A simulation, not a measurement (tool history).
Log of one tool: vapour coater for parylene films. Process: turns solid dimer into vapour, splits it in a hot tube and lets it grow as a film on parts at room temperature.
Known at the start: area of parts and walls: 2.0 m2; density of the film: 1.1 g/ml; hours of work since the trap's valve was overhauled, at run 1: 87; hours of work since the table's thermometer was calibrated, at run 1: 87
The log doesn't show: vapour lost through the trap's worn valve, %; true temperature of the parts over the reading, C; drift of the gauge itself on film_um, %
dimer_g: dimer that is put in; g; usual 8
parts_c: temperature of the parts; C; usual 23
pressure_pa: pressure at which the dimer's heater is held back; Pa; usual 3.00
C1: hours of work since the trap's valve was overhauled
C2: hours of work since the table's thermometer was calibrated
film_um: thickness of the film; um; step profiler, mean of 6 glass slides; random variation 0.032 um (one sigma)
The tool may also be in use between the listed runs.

Run 1, day 0.000: usual settings; C1 87; C2 87. Result: film_um 3.01 um.
Run 2, day 0.575: usual settings; C1 97; C2 97. Result: film_um 2.99 um.
Run 3, day 1.400: usual settings; C1 110; C2 110. Result: film_um 2.96 um.
Run 4, day 2.054: usual settings; C1 121; C2 121. Result: film_um 2.97 um.
Run 5, day 3.104: usual settings; C1 139; C2 139. Result: film_um 2.91 um.
Run 6, day 3.567: usual settings but parts_c 25 C; C1 146; C2 146. Result: film_um 2.72 um.
Run 7, day 4.479: usual settings but parts_c 16 C; C1 161; C2 161. Result: film_um 3.36 um.
Run 8, day 5.179: usual settings but parts_c 16 C; C1 173; C2 173. Result: film_um 3.31 um.
Run 9, day 5.912: usual settings but pressure_pa 2.30 Pa; C1 185; C2 185. Result: film_um 3.02 um.
Run 10, day 6.421: usual settings but pressure_pa 2.30 Pa; C1 193; C2 193. Result: film_um 3.05 um.
Run 11, day 7.329: usual settings but pressure_pa 2.30 Pa; C1 208; C2 208. Result: film_um 2.95 um.
Run 12, day 8.183: usual settings; C1 223; C2 223. Result: film_um 2.85 um.
Run 13, day 8.975: usual settings; C1 236; C2 236. Result: film_um 2.82 um.
Run 14, day 9.892: usual settings; C1 251; C2 251. Result: film_um 2.82 um.
Run 15, day 10.650: usual settings but pressure_pa 10.33 Pa; C1 263; C2 263. Result: film_um 2.22 um.
Run 16, day 11.725: usual settings but pressure_pa 10.33 Pa; C1 281; C2 281. Result: film_um 2.24 um.
Run 17, day 12.458: usual settings; C1 293; C2 293. Result: film_um 2.81 um.
Run 18, day 13.075: usual settings but dimer_g 3 g; C1 303; C2 303. Result: film_um 1.01 um.
Run 19, day 13.779: usual settings but dimer_g 3 g; C1 315; C2 315. Result: film_um 1.02 um.
Run 20, day 14.412: usual settings but dimer_g 6 g; C1 326; C2 326. Result: film_um 2.06 um.
Run 21, day 15.225: usual settings; C1 339; C2 339. Result: film_um 2.78 um.
Run 22, day 16.021: usual settings but dimer_g 4 g, parts_c 19 C; C1 352; C2 352. Result: film_um 1.51 um.
At day 16.133: table's thermometer calibrated.
Run 23, day 17.042: usual settings but parts_c 18 C, pressure_pa 11.08 Pa; C1 368; C2 15. Result: film_um 2.47 um.
Run 24, day 17.492: usual settings but parts_c 24 C; C1 376; C2 22. Result: film_um 2.56 um.
Run 25, day 18.154: usual settings but dimer_g 4 g, parts_c 25 C, pressure_pa 8.28 Pa; C1 387; C2 33. Result: film_um 1.04 um.
Run 26, day 19.125: usual settings but dimer_g 4 g, parts_c 25 C, pressure_pa 8.28 Pa; C1 403; C2 49. Result: film_um 1.05 um.
At day 19.758: table's thermometer calibrated, once more.
Run 27, day 19.788: usual settings but parts_c 21 C, pressure_pa 2.08 Pa; C1 413; C2 1. Result: film_um 3.04 um.
Run 28, day 20.662: usual settings but dimer_g 3 g, parts_c 16 C, pressure_pa 6.61 Pa; C1 427; C2 15. Result: film_um 1.05 um.
Run 29, day 21.117: usual settings but dimer_g 3 g, parts_c 16 C, pressure_pa 6.61 Pa; C1 435; C2 22. Result: film_um 1.09 um.
At day 21.854: trap's valve overhauled.
Run 30, day 21.879: usual settings but dimer_g 6 g, parts_c 33 C, pressure_pa 4.52 Pa; C1 0; C2 32. Result: film_um 1.60 um.
Run 31, day 22.783: usual settings but dimer_g 6 g, parts_c 33 C, pressure_pa 4.52 Pa; C1 15; C2 47. Result: film_um 1.57 um.
Run 32, day 23.658: usual settings; C1 30; C2 62. Result: film_um 3.07 um.
Run 33, day 24.100: usual settings but parts_c 19 C; C1 37; C2 69. Result: film_um 3.50 um.
Run 34, day 24.971: usual settings but dimer_g 5 g, parts_c 27 C, pressure_pa 9.67 Pa; C1 52; C2 83. Result: film_um 1.36 um.
Run 35, day 25.717: usual settings but dimer_g 5 g, parts_c 31 C, pressure_pa 2.24 Pa; C1 64; C2 96. Result: film_um 1.57 um.
Run 36, day 26.212: usual settings but parts_c 25 C, pressure_pa 2.86 Pa; C1 72; C2 104. Result: film_um 2.81 um.
Run 37, day 26.942: usual settings but parts_c 25 C, pressure_pa 2.86 Pa; C1 84; C2 116. Result: film_um 2.91 um.
Run 38, day 27.892: usual settings but parts_c 20 C, pressure_pa 4.03 Pa; C1 100; C2 132. Result: film_um 3.11 um.
Run 39, day 28.562: usual settings but parts_c 25 C, pressure_pa 4.12 Pa; C1 111; C2 143. Result: film_um 2.64 um.
Run 40, day 29.450: usual settings but dimer_g 4 g, parts_c 20 C; C1 126; C2 158. Result: film_um 1.67 um.
Run 41, day 30.317: usual settings but parts_c 33 C; C1 140; C2 172. Result: film_um 2.08 um.

3 ways to go on from here, each from the tool as it stands after run 41. What would each give?
Run A, day 31.075: usual settings but dimer_g 6 g, parts_c 33 C; C1 152; C2 184. Result: film_um ?.
Run B, day 31.075: usual settings but dimer_g 9 g, parts_c 16 C, pressure_pa 2.10 Pa; C1 152; C2 184. Result: film_um ?.
Run C, day 31.075: usual settings but parts_c 20 C; C1 152; C2 184. Result: film_um ?.

run  film_um
  A     1.55
  B     3.80
  C     3.20
Without the tool's hidden state the same runs would have given:
run  film_um
  A     1.66
  B     4.00
  C     3.41
